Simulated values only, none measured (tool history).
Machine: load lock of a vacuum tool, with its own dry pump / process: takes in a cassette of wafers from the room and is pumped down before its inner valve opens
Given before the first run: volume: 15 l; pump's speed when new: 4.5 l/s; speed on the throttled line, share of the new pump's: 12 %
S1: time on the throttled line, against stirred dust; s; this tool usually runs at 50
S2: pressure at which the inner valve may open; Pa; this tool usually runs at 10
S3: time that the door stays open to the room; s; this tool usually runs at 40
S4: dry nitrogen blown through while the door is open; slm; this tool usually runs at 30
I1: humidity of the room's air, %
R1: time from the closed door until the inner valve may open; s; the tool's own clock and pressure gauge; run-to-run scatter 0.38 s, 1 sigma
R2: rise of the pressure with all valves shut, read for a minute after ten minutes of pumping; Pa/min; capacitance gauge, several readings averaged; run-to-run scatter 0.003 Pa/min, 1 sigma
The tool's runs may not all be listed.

run    hour  S1  S2   S3  S4    I1     R1     R2
  1     0.0  50  10   40  30  41.3   74.9  0.047
  2   235.4  50  10   40  30  43.0   74.5  0.046
  3   407.1  50  10   40  30  44.3   74.4  0.043
  4   703.5  50  10  228  30  49.2   75.0  0.132
  5   887.4  40  10   40  30  44.4   66.0  0.053
  6  1115.0  40  10   40  30  44.2   65.9  0.053
  7  1289.4  40  10   40  30  45.9   66.6  0.051
  8  1565.1  40  10   40  30  43.9   65.9  0.050
  9  1842.4  40  10   40  30  45.1   65.5  0.049
     1972.7  -- door's seal changed, seat wiped
 10  2081.6  93  15   40  30  46.2  112.3  0.050
 11  2392.9  68  15   40  30  45.0   88.2  0.050
 12  2631.4  36   7  191  21  46.7   64.1  0.133
 13  2908.5  36   7  191  21  44.3   63.6  0.125
 14  3260.0  41   8   40  30  43.1   68.0  0.043
 15  3471.8  41  16   31  30  46.3   65.1  0.041
 16  3636.4  37  11   40  30  46.9   63.1  0.051
 17  3794.4  27  11  156  30  46.0   54.1  0.105

5 ways to go on from here, each from the tool as it stands after run 17. What would each give?
  A  4058.0  50  10   40  10  43.7   ?   ?
  B  4058.0  40  11  156   6  44.1   ?   ?
  C  4058.0  27  11  129  12  47.9   ?   ?
  D  4058.0  27   8  148  28  43.5   ?   ?
  E  4058.0  27  11   82  30  44.6   ?   ?

run    R1     R2
  A  75.2  0.072
  B  65.1  0.162
  C  54.0  0.138
  D  55.7  0.095
  E  54.6  0.070
Stripped of hidden state, with their random variation kept, the same runs would have yielded:
run    R1     R2
  A  75.2  0.071
  B  65.1  0.162
  C  54.0  0.138
  D  55.6  0.095
  E  54.6  0.070
